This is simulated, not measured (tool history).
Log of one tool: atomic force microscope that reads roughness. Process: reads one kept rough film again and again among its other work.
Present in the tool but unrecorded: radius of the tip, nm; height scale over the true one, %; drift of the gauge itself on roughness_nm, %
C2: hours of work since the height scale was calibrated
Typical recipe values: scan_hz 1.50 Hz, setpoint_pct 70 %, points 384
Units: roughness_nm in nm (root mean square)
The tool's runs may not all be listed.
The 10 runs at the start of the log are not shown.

Run 11, day 4.096: usual settings but points 774; pictures with this tip 178; C2 95. Result: roughness_nm 1.999 nm (root mean square).
Run 12, day 4.525: usual settings but points 774; pictures with this tip 191; C2 100. Result: roughness_nm 1.975 nm (root mean square).
Run 13, day 4.917: usual settings but setpoint_pct 69 %, points 774; pictures with this tip 203; C2 104. Result: roughness_nm 1.985 nm (root mean square).
Run 14, day 5.342: usual settings but setpoint_pct 69 %, points 774; pictures with this tip 217; C2 109. Result: roughness_nm 1.982 nm (root mean square).
Run 15, day 5.662: usual settings but scan_hz 3.79 Hz; pictures with this tip 227; C2 112. Result: roughness_nm 1.741 nm (root mean square).
Run 16, day 6.183: usual settings but scan_hz 3.79 Hz; pictures with this tip 243; C2 118. Result: roughness_nm 1.732 nm (root mean square).
Run 17, day 6.525: usual settings but points 715; pictures with this tip 254; C2 122. Result: roughness_nm 1.953 nm (root mean square).
Run 18, day 6.808: usual settings but points 715; pictures with this tip 262; C2 125. Result: roughness_nm 1.953 nm (root mean square).
At day 6.896: height scale calibrated on a step standard.
Run 19, day 7.175: usual settings but scan_hz 0.68 Hz, setpoint_pct 80 %; pictures with this tip 273; C2 3. Result: roughness_nm 1.972 nm (root mean square).
Run 20, day 7.667: usual settings but scan_hz 0.68 Hz, setpoint_pct 79 %, points 372; pictures with this tip 288; C2 9. Result: roughness_nm 1.999 nm (root mean square).
Run 21, day 8.012: usual settings but scan_hz 0.68 Hz, setpoint_pct 79 %, points 372; pictures with this tip 299; C2 12. Result: roughness_nm 1.975 nm (root mean square).
Run 22, day 8.446: usual settings but setpoint_pct 66 %; pictures with this tip 312; C2 17. Result: roughness_nm 1.958 nm (root mean square).
At day 8.729: height scale calibrated on a step standard, once more.
Run 23, day 8.858: usual settings but scan_hz 1.49 Hz, points 973; pictures with this tip 324; C2 1. Result: roughness_nm 1.937 nm (root mean square).
Run 24, day 9.308: usual settings but scan_hz 1.83 Hz, points 973; pictures with this tip 338; C2 6. Result: roughness_nm 1.898 nm (root mean square).
Run 25, day 9.554: usual settings but scan_hz 0.96 Hz, points 844; pictures with this tip 345; C2 9. Result: roughness_nm 1.982 nm (root mean square).
Run 26, day 9.942: usual settings but scan_hz 0.96 Hz, points 844; pictures with this tip 357; C2 14. Result: roughness_nm 1.978 nm (root mean square).
At day 10.300: new tip fitted.
Run 27, day 10.488: usual settings but scan_hz 0.96 Hz, points 844; pictures with this tip 6; C2 19. Result: roughness_nm 2.116 nm (root mean square).
Run 28, day 10.975: usual settings but scan_hz 0.55 Hz, setpoint_pct 56 %, points 844; pictures with this tip 21; C2 25. Result: roughness_nm 2.198 nm (root mean square).
Run 29, day 11.488: usual settings but scan_hz 0.55 Hz, setpoint_pct 56 %, points 844; pictures with this tip 37; C2 31. Result: roughness_nm 2.188 nm (root mean square).
Run 30, day 12.004: usual settings but scan_hz 0.97 Hz; pictures with this tip 53; C2 36. Result: roughness_nm 2.065 nm (root mean square).

Run 31 has not been measured yet. What should we expect?
Run 31, day 12.279: usual settings but scan_hz 0.55 Hz, setpoint_pct 79 %; pictures with this tip 62; C2 39. Result: roughness_nm ?.

roughness_nm: 2.098 nm (root mean square)
If the tool had no hidden condition, the same run with the same run-to-run variation would have returned roughness_nm 2.137 nm (root mean square).

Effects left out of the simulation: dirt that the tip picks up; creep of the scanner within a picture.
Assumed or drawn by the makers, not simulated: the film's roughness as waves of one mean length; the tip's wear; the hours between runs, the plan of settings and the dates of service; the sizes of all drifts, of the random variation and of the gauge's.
